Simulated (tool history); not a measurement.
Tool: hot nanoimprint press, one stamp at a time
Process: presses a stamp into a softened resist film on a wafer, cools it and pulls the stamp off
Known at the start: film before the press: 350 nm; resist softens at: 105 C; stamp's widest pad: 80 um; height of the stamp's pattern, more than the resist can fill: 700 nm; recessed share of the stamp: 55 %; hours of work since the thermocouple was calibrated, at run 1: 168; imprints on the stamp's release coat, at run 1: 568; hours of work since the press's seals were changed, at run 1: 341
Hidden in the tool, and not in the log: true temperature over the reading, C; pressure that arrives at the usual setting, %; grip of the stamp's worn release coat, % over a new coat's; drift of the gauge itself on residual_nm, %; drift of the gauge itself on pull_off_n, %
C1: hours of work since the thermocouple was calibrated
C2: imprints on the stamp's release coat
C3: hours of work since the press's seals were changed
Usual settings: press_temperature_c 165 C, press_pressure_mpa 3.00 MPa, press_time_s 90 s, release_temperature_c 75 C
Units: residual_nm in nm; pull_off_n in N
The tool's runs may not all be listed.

{"run": 1, "hour": 0.0, "press_temperature_c": 165, "press_pressure_mpa": 3.0, "press_time_s": 90, "release_temperature_c": 75, "C1": 168, "C2": 568, "C3": 341, "residual_nm": 192.5, "pull_off_n": 190}
{"run": 2, "hour": 26.6, "press_temperature_c": 168, "press_pressure_mpa": 3.0, "press_time_s": 90, "release_temperature_c": 75, "C1": 181, "C2": 636, "C3": 354, "residual_nm": 173.2, "pull_off_n": 185}
{"run": 3, "hour": 51.0, "press_temperature_c": 165, "press_pressure_mpa": 3.42, "press_time_s": 90, "release_temperature_c": 75, "C1": 193, "C2": 699, "C3": 366, "residual_nm": 181.3, "pull_off_n": 187}
{"run": 4, "hour": 64.2, "press_temperature_c": 165, "press_pressure_mpa": 4.8, "press_time_s": 90, "release_temperature_c": 75, "C1": 199, "C2": 732, "C3": 372, "residual_nm": 150.7, "pull_off_n": 189}
{"run": 5, "hour": 85.5, "press_temperature_c": 165, "press_pressure_mpa": 4.8, "press_time_s": 90, "release_temperature_c": 75, "C1": 210, "C2": 787, "C3": 383, "residual_nm": 151.3, "pull_off_n": 202}
{"run": 6, "hour": 113.8, "press_temperature_c": 165, "press_pressure_mpa": 4.8, "press_time_s": 90, "release_temperature_c": 75, "C1": 224, "C2": 860, "C3": 397, "residual_nm": 151.4, "pull_off_n": 208}
{"run": 7, "hour": 142.7, "press_temperature_c": 165, "press_pressure_mpa": 4.8, "press_time_s": 90, "release_temperature_c": 75, "C1": 238, "C2": 934, "C3": 411, "residual_nm": 150.9, "pull_off_n": 211}
{"run": 8, "hour": 171.0, "press_temperature_c": 165, "press_pressure_mpa": 4.8, "press_time_s": 90, "release_temperature_c": 75, "C1": 252, "C2": 1007, "C3": 425, "residual_nm": 151.2, "pull_off_n": 214}
{"run": 9, "hour": 201.9, "press_temperature_c": 165, "press_pressure_mpa": 4.8, "press_time_s": 90, "release_temperature_c": 75, "C1": 267, "C2": 1086, "C3": 440, "residual_nm": 151.1, "pull_off_n": 223}
{"run": 10, "hour": 229.8, "press_temperature_c": 165, "press_pressure_mpa": 3.0, "press_time_s": 66, "release_temperature_c": 75, "C1": 281, "C2": 1158, "C3": 454, "residual_nm": 209.7, "pull_off_n": 223}
{"run": 11, "hour": 259.7, "press_temperature_c": 156, "press_pressure_mpa": 3.0, "press_time_s": 90, "release_temperature_c": 75, "C1": 296, "C2": 1235, "C3": 468, "residual_nm": 258.2, "pull_off_n": 240}
{"run": 12, "hour": 277.6, "press_temperature_c": 156, "press_pressure_mpa": 3.0, "press_time_s": 90, "release_temperature_c": 75, "C1": 305, "C2": 1281, "C3": 477, "residual_nm": 258.8, "pull_off_n": 249}
{"hour": 304.7, "done": "stamp cleaned and given a new release coat"}
{"run": 13, "hour": 307.2, "press_temperature_c": 165, "press_pressure_mpa": 3.0, "press_time_s": 90, "release_temperature_c": 75, "C1": 316, "C2": 7, "C3": 489, "residual_nm": 191.5, "pull_off_n": 148}
{"run": 14, "hour": 320.2, "press_temperature_c": 165, "press_pressure_mpa": 3.0, "press_time_s": 90, "release_temperature_c": 75, "C1": 323, "C2": 40, "C3": 495, "residual_nm": 192.0, "pull_off_n": 149}
{"hour": 326.0, "done": "plate thermocouple calibrated"}
{"run": 15, "hour": 336.2, "press_temperature_c": 165, "press_pressure_mpa": 3.0, "press_time_s": 72, "release_temperature_c": 75, "C1": 5, "C2": 74, "C3": 502, "residual_nm": 203.1, "pull_off_n": 150}
{"run": 16, "hour": 367.4, "press_temperature_c": 165, "press_pressure_mpa": 3.0, "press_time_s": 72, "release_temperature_c": 75, "C1": 20, "C2": 154, "C3": 517, "residual_nm": 202.9, "pull_off_n": 155}
{"run": 17, "hour": 387.7, "press_temperature_c": 165, "press_pressure_mpa": 3.0, "press_time_s": 72, "release_temperature_c": 75, "C1": 30, "C2": 206, "C3": 527, "residual_nm": 202.7, "pull_off_n": 159}
{"run": 18, "hour": 412.4, "press_temperature_c": 165, "press_pressure_mpa": 3.26, "press_time_s": 72, "release_temperature_c": 75, "C1": 43, "C2": 269, "C3": 539, "residual_nm": 194.5, "pull_off_n": 162}
{"run": 19, "hour": 426.8, "press_temperature_c": 165, "press_pressure_mpa": 3.26, "press_time_s": 72, "release_temperature_c": 75, "C1": 50, "C2": 306, "C3": 546, "residual_nm": 193.9, "pull_off_n": 166}
{"hour": 451.5, "done": "press's hydraulic seals changed and the load cell set to zero"}
{"run": 20, "hour": 458.6, "press_temperature_c": 163, "press_pressure_mpa": 4.76, "press_time_s": 89, "release_temperature_c": 75, "C1": 61, "C2": 367, "C3": 4, "residual_nm": 155.5, "pull_off_n": 170}
{"hour": 478.6, "done": "plate thermocouple calibrated, once more"}
{"run": 21, "hour": 487.2, "press_temperature_c": 165, "press_pressure_mpa": 4.26, "press_time_s": 75, "release_temperature_c": 79, "C1": 4, "C2": 433, "C3": 16, "residual_nm": 168.5, "pull_off_n": 175}
{"run": 22, "hour": 501.7, "press_temperature_c": 165, "press_pressure_mpa": 3.0, "press_time_s": 52, "release_temperature_c": 64, "C1": 11, "C2": 470, "C3": 23, "residual_nm": 224.8, "pull_off_n": 189}
{"run": 23, "hour": 528.7, "press_temperature_c": 165, "press_pressure_mpa": 3.0, "press_time_s": 52, "release_temperature_c": 64, "C1": 25, "C2": 540, "C3": 37, "residual_nm": 224.2, "pull_off_n": 188}
{"run": 24, "hour": 557.8, "press_temperature_c": 165, "press_pressure_mpa": 3.0, "press_time_s": 88, "release_temperature_c": 81, "C1": 39, "C2": 615, "C3": 51, "residual_nm": 193.5, "pull_off_n": 179}
{"run": 25, "hour": 587.9, "press_temperature_c": 169, "press_pressure_mpa": 4.73, "press_time_s": 90, "release_temperature_c": 71, "C1": 54, "C2": 692, "C3": 66, "residual_nm": 127.8, "pull_off_n": 194}
{"run": 26, "hour": 618.7, "press_temperature_c": 174, "press_pressure_mpa": 2.66, "press_time_s": 90, "release_temperature_c": 75, "C1": 69, "C2": 771, "C3": 81, "residual_nm": 147.3, "pull_off_n": 201}
{"run": 27, "hour": 649.2, "press_temperature_c": 174, "press_pressure_mpa": 2.66, "press_time_s": 90, "release_temperature_c": 75, "C1": 84, "C2": 849, "C3": 96, "residual_nm": 146.5, "pull_off_n": 199}
{"run": 28, "hour": 678.2, "press_temperature_c": 174, "press_pressure_mpa": 2.66, "press_time_s": 90, "release_temperature_c": 75, "C1": 98, "C2": 924, "C3": 110, "residual_nm": 146.9, "pull_off_n": 218}
{"run": 29, "hour": 701.0, "press_temperature_c": 174, "press_pressure_mpa": 2.66, "press_time_s": 90, "release_temperature_c": 75, "C1": 110, "C2": 983, "C3": 121, "residual_nm": 146.4, "pull_off_n": 215}
{"run": 30, "hour": 730.0, "press_temperature_c": 174, "press_pressure_mpa": 2.66, "press_time_s": 90, "release_temperature_c": 75, "C1": 124, "C2": 1057, "C3": 136, "residual_nm": 146.4, "pull_off_n": 215}
{"run": 31, "hour": 745.0, "press_temperature_c": 165, "press_pressure_mpa": 2.54, "press_time_s": 66, "release_temperature_c": 75, "C1": 131, "C2": 1096, "C3": 143, "residual_nm": 226.0, "pull_off_n": 233}

Forecast each of these 3 alternatives for the next run:
{"run": "A", "hour": 774.9, "press_temperature_c": 165, "press_pressure_mpa": 4.26, "press_time_s": 90, "release_temperature_c": 65, "C1": 146, "C2": 1173, "C3": 158, "residual_nm": "?", "pull_off_n": "?"}
{"run": "B", "hour": 774.9, "press_temperature_c": 160, "press_pressure_mpa": 3.0, "press_time_s": 68, "release_temperature_c": 66, "C1": 146, "C2": 1173, "C3": 158, "residual_nm": "?", "pull_off_n": "?"}
{"run": "C", "hour": 774.9, "press_temperature_c": 153, "press_pressure_mpa": 4.46, "press_time_s": 90, "release_temperature_c": 75, "C1": 146, "C2": 1173, "C3": 158, "residual_nm": "?", "pull_off_n": "?"}

run=A residual_nm=158.5 pull_off_n=243
run=B residual_nm=243.6 pull_off_n=230
run=C residual_nm=243.6 pull_off_n=225
Without the tool's hidden state the same runs would have given:
run=A residual_nm=160.7 pull_off_n=156
run=B residual_nm=246.6 pull_off_n=147
run=C residual_nm=246.6 pull_off_n=144

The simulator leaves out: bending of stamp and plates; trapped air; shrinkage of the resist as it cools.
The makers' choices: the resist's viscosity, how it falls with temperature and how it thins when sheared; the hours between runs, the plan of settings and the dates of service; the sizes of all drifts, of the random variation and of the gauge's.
